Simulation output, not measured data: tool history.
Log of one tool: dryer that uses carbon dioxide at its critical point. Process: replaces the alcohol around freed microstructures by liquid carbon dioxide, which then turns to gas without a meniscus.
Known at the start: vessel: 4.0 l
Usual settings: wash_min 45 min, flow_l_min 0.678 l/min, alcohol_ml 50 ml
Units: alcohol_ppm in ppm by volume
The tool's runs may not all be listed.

run	hour	wash_min	flow_l_min	alcohol_ml	alcohol_ppm
1	0.0	45	0.678	50	67
2	34.6	45	0.678	50	64
3	74.5	45	0.678	50	59
4	111.2	45	0.678	50	71
5	148.7	45	0.678	50	75
6	177.9	45	0.678	50	79
7	217.8	45	0.678	50	80
8	250.0	45	0.678	50	83
9	291.8	45	0.678	87	137
10	331.9	45	0.678	87	139
11	357.7	45	0.678	87	139

Forecast run 12:
12	400.2	45	1.061	23	?

{"run 12": {"alcohol_ppm": 14}}
Without the tool's hidden state the same run would have given alcohol_ppm 0 ppm by volume.
